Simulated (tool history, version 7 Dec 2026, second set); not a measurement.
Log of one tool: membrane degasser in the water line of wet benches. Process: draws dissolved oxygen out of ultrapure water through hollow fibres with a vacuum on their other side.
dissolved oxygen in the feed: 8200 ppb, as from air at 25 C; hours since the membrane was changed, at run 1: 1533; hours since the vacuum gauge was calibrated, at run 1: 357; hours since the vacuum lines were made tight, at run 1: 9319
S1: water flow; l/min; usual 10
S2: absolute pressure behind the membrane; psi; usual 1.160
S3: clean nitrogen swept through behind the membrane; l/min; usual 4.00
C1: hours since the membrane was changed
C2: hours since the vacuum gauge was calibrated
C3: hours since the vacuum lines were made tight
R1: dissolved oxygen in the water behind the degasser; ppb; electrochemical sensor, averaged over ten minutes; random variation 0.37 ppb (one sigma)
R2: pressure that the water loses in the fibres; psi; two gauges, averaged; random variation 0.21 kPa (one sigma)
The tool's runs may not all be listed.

Run 1, hour 0.0: usual settings; C1 1533; C2 357; C3 9319. Result: R1 32.4 ppb, R2 7.269 psi.
Run 2, hour 51.9: usual settings; C1 1585; C2 409; C3 9371. Result: R1 32.9 ppb, R2 7.203 psi.
Run 3, hour 122.8: usual settings; C1 1656; C2 479; C3 9442. Result: R1 31.7 ppb, R2 7.224 psi.
Run 4, hour 197.5: usual settings but S1 6 l/min; C1 1731; C2 554; C3 9517. Result: R1 18.1 ppb, R2 4.312 psi.
Run 5, hour 250.9: usual settings but S1 6 l/min; C1 1784; C2 607; C3 9570. Result: R1 17.9 ppb, R2 4.311 psi.
Run 6, hour 340.6: usual settings but S1 6 l/min; C1 1874; C2 697; C3 9660. Result: R1 18.1 ppb, R2 4.309 psi.
Run 7, hour 435.1: usual settings but S2 1.942 psi; C1 1968; C2 792; C3 9754. Result: R1 64.9 ppb, R2 7.169 psi.
Run 8, hour 506.4: usual settings but S2 1.942 psi; C1 2040; C2 863; C3 9825. Result: R1 64.5 ppb, R2 7.031 psi.
Run 9, hour 550.9: usual settings but S2 1.188 psi; C1 2084; C2 907; C3 9870. Result: R1 32.7 ppb, R2 7.101 psi.
Run 10, hour 590.9: usual settings but S2 1.188 psi; C1 2124; C2 947; C3 9910. Result: R1 33.0 ppb, R2 7.149 psi.
Run 11, hour 667.8: usual settings but S2 2.209 psi; C1 2201; C2 1024; C3 9987. Result: R1 75.3 ppb, R2 7.147 psi.
Run 12, hour 719.5: usual settings but S1 14 l/min, S2 1.487 psi, S3 8.10 l/min; C1 2253; C2 1076; C3 10039. Result: R1 44.4 ppb, R2 9.981 psi.
Run 13, hour 797.9: usual settings but S1 6 l/min, S2 2.242 psi, S3 3.03 l/min; C1 2331; C2 1154; C3 10117. Result: R1 59.7 ppb, R2 4.257 psi.
Run 14, hour 839.7: usual settings but S1 15 l/min, S2 2.242 psi, S3 9.68 l/min; C1 2373; C2 1196; C3 10159. Result: R1 65.1 ppb, R2 10.708 psi.
Run 15, hour 935.2: usual settings but S1 14 l/min, S2 2.473 psi; C1 2469; C2 1292; C3 10254. Result: R1 131.8 ppb, R2 9.948 psi.

Forecast run 16:
At hour 996.9: gauge calibrated.
Run 16, hour 1006.8: usual settings but S1 14 l/min, S2 2.473 psi; C1 2540; C2 1363; C3 10326. Result: R1 ?, R2 ?.

Run 16 gave R1 131.7 ppb, R2 10.166 psi.
Without the tool's hidden state the same run would have given R1 131.7 ppb, R2 10.164 psi.
